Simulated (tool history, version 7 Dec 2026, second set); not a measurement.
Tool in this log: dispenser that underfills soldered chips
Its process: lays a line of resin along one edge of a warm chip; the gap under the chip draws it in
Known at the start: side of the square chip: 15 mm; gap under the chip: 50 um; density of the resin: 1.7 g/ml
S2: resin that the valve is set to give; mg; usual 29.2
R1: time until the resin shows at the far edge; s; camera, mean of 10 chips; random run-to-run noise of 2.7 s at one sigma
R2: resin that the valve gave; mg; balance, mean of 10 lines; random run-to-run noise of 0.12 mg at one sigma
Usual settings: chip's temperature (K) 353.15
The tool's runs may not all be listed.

Run 1, day 0.000: usual settings. Result: R1 381.9 s, R2 27.79 mg.
At day 0.358: new syringe of resin.
Run 2, day 0.475: usual settings. Result: R1 307.1 s, R2 28.02 mg.
Run 3, day 0.921: usual settings. Result: R1 482.2 s, R2 28.01 mg.
At day 1.004: new syringe of resin.
Run 4, day 1.283: usual settings. Result: R1 373.7 s, R2 27.98 mg.
Run 5, day 1.583: usual settings. Result: R1 499.3 s, R2 27.81 mg.
At day 1.642: new syringe of resin.
Run 6, day 1.950: usual settings. Result: R1 381.2 s, R2 27.52 mg.
At day 2.300: new syringe of resin.
Run 7, day 2.338: usual settings. Result: R1 299.4 s, R2 27.40 mg.
Run 8, day 2.696: usual settings but chip's temperature (K) 351.15. Result: R1 452.8 s, R2 27.28 mg.
At day 2.883: dispensing valve cleaned and set on the balance.
At day 2.979: new syringe of resin.
Run 9, day 3.029: usual settings but chip's temperature (K) 351.15. Result: R1 323.7 s, R2 29.28 mg.
Run 10, day 3.492: usual settings but chip's temperature (K) 351.15. Result: R1 509.4 s, R2 29.22 mg.
At day 3.625: new syringe of resin.
Run 11, day 3.896: usual settings but S2 26.4 mg. Result: R1 379.0 s, R2 26.38 mg.
Run 12, day 4.167: usual settings but S2 26.4 mg. Result: R1 482.1 s, R2 26.06 mg.
At day 4.271: new syringe of resin.
Run 13, day 4.579: usual settings but chip's temperature (K) 342.15, S2 26.4 mg. Result: R1 608.5 s, R2 26.12 mg.
At day 4.904: new syringe of resin.
Run 14, day 5.017: usual settings but chip's temperature (K) 342.15, S2 26.4 mg. Result: R1 517.1 s, R2 25.76 mg.
Run 15, day 5.338: usual settings but S2 31.8 mg. Result: R1 426.6 s, R2 31.18 mg.
At day 5.554: new syringe of resin.
Run 16, day 5.808: usual settings. Result: R1 366.4 s, R2 28.52 mg.
Run 17, day 6.083: usual settings. Result: R1 477.9 s, R2 28.41 mg.
At day 6.192: new syringe of resin.
Run 18, day 6.350: usual settings. Result: R1 326.1 s, R2 28.29 mg.
Run 19, day 6.600: usual settings but chip's temperature (K) 356.15, S2 33.9 mg. Result: R1 375.6 s, R2 32.89 mg.
At day 6.842: new syringe of resin.
Run 20, day 6.842: usual settings but chip's temperature (K) 356.15, S2 33.9 mg. Result: R1 248.0 s, R2 32.78 mg.
Run 21, day 7.221: usual settings but chip's temperature (K) 356.15, S2 33.9 mg. Result: R1 361.6 s, R2 33.00 mg.
At day 7.479: new syringe of resin.
Run 22, day 7.479: usual settings but chip's temperature (K) 355.15. Result: R1 263.3 s, R2 28.18 mg.
Run 23, day 7.879: usual settings but S2 34.9 mg. Result: R1 411.6 s, R2 33.86 mg.
At day 8.129: new syringe of resin.
Run 24, day 8.175: usual settings but chip's temperature (K) 352.15, S2 35.9 mg. Result: R1 303.7 s, R2 34.60 mg.
Run 25, day 8.529: usual settings but chip's temperature (K) 352.15, S2 35.9 mg. Result: R1 423.6 s, R2 34.22 mg.
At day 8.779: new syringe of resin.
Run 26, day 8.879: usual settings but chip's temperature (K) 338.15, S2 33.8 mg. Result: R1 597.3 s, R2 32.26 mg.
Run 27, day 9.071: usual settings but chip's temperature (K) 339.15, S2 37.1 mg. Result: R1 687.8 s, R2 35.40 mg.
Run 28, day 9.258: usual settings but chip's temperature (K) 350.15, S2 37.1 mg. Result: R1 517.0 s, R2 35.54 mg.
At day 9.408: new syringe of resin.
Run 29, day 9.533: usual settings but chip's temperature (K) 344.15, S2 37.6 mg. Result: R1 465.8 s, R2 35.71 mg.
Run 30, day 9.808: usual settings but chip's temperature (K) 340.15, S2 27.6 mg. Result: R1 767.0 s, R2 26.18 mg.
At day 10.042: new syringe of resin.
Run 31, day 10.238: usual settings but chip's temperature (K) 351.15, S2 29.8 mg. Result: R1 379.7 s, R2 28.24 mg.
Run 32, day 10.529: usual settings but S2 29.8 mg. Result: R1 456.4 s, R2 28.00 mg.
At day 10.675: new syringe of resin.
Run 33, day 10.742: usual settings but S2 29.8 mg. Result: R1 310.2 s, R2 28.17 mg.
Run 34, day 11.017: usual settings but S2 29.8 mg. Result: R1 391.1 s, R2 28.09 mg.
Run 35, day 11.279: usual settings but chip's temperature (K) 358.15, S2 27.6 mg. Result: R1 430.4 s, R2 25.84 mg.

4 ways to go on from here, each from the tool as it stands after run 35. What would each give?
At day 11.333: new syringe of resin.
Run A, day 11.521: usual settings but chip's temperature (K) 354.15, S2 26.1 mg. Result: R1 ?, R2 ?.
At day 11.333: new syringe of resin.
Run B, day 11.521: usual settings but chip's temperature (K) 358.15, S2 27.6 mg. Result: R1 ?, R2 ?.
At day 11.333: new syringe of resin.
Run C, day 11.521: usual settings but chip's temperature (K) 358.15, S2 29.0 mg. Result: R1 ?, R2 ?.
At day 11.333: new syringe of resin.
Run D, day 11.521: usual settings but chip's temperature (K) 368.15, S2 35.3 mg. Result: R1 ?, R2 ?.

run     R1     R2
  A  343.4  24.43
  B  292.4  25.73
  C  277.3  27.11
  D  185.8  33.20
Stripped of hidden state, with their random variation kept, the same runs would have yielded:
run     R1     R2
  A  263.9  26.06
  B  225.8  27.45
  C  214.7  28.92
  D  145.2  35.41
